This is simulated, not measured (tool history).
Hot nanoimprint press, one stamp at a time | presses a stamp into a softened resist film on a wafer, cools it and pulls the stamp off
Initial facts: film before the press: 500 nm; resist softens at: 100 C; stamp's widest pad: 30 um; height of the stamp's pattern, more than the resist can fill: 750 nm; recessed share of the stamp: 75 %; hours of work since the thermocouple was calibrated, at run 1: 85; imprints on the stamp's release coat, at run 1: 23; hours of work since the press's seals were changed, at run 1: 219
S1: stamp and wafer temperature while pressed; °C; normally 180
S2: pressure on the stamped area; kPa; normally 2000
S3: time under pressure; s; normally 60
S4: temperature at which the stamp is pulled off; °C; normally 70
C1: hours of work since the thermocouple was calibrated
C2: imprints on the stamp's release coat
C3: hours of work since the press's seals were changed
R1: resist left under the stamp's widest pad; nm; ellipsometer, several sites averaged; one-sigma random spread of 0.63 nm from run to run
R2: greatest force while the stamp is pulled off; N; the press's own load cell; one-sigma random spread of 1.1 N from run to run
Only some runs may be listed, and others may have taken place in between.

run	hour	S1	S2	S3	S4	C1	C2	C3	R1	R2
1	0	180	2000	60	70	85	23	219	205	147
2	25.8	180	2000	60	65	105	125	239	205.3	158
3	57.6	180	2000	60	65	130	251	264	206.8	157
4	76.7	180	2000	60	65	145	326	278	205.8	157
5	95.6	180	2000	33	70	159	401	293	256.5	151
6	122.7	180	2000	66	70	180	508	314	199	148
# hour 140.7: stamp cleaned and given a new release coat
7	165.5	180	2000	66	70	209	98	343	199.3	149
8	196.8	180	2000	66	70	233	222	367	199.2	150
9	217.2	180	2000	66	70	249	302	383	200	147
10	232.6	180	2000	66	70	261	363	395	200	149
11	251.5	188	2000	60	70	276	438	410	168.1	150
# hour 286.1: stamp cleaned and given a new release coat
12	290.7	180	2000	60	70	302	18	435	207.7	152
13	324.5	180	2000	60	70	328	151	462	208.3	150
14	362.3	180	2000	40	70	357	301	491	242.2	149
15	386	180	2000	40	70	376	395	510	242.5	151
16	408.5	180	2000	40	70	393	483	527	242.9	149
# hour 430.6: stamp cleaned and given a new release coat
17	452	180	2000	40	70	422	85	556	243.5	149
18	477.8	172	2000	58	70	442	186	576	262.5	149
19	499.7	180	2000	60	77	459	273	593	209	138
# hour 531.9: plate thermocouple calibrated
20	540.3	180	2000	60	77	6	421	622	210.2	139
# hour 578: stamp cleaned and given a new release coat
21	582.8	176	2330	82	62	35	19	651	192.1	161
22	605.3	176	2330	60	75	52	108	668	218.2	142
23	620.7	176	2330	60	75	64	169	680	216.9	144
24	653.8	190	2000	60	70	90	299	706	161.6	148
25	687.5	174	2000	60	70	116	432	732	248.1	149
# hour 700.7: gauge calibrated
# hour 722.8: stamp cleaned and given a new release coat
26	727.5	174	2000	60	70	143	18	759	242.8	149
27	748.8	180	2000	60	60	159	103	775	205.8	164
28	786.3	180	2000	60	60	188	251	804	206.3	164
29	802.1	187	2990	100	74	201	313	817	111.8	145

Selected run-to-run steps in R1, each split into two signed amounts: the part the tool would show with no hidden state at all (from settings, incoming material and random variation), and the remainder, which goes to the hidden state together with any gauge scatter not common to the measured and the hidden-state-free results:
Hidden conditions of the tool in this case: true temperature over the reading, C; pressure that arrives at the usual setting, %; grip of the stamp's worn release coat, % over a new coat's; drift of the gauge itself on residual_nm, %; drift of the gauge itself on pull_off_n, %.
Run 24 -> 25: S1 190 -> 174. R1 +86.5 nm: hidden state +2.4, all else +84.1.
Run 25 -> 26: gauge calibrated, stamp cleaned and given a new release coat. R1 -5.3 nm: hidden state -5.9, all else +0.6.
Run 28 -> 29: S1 180 -> 187, S2 2000 -> 2990, S3 60 -> 100, S4 60 -> 74. R1 -94.5 nm: hidden state -0.3, all else -94.2.

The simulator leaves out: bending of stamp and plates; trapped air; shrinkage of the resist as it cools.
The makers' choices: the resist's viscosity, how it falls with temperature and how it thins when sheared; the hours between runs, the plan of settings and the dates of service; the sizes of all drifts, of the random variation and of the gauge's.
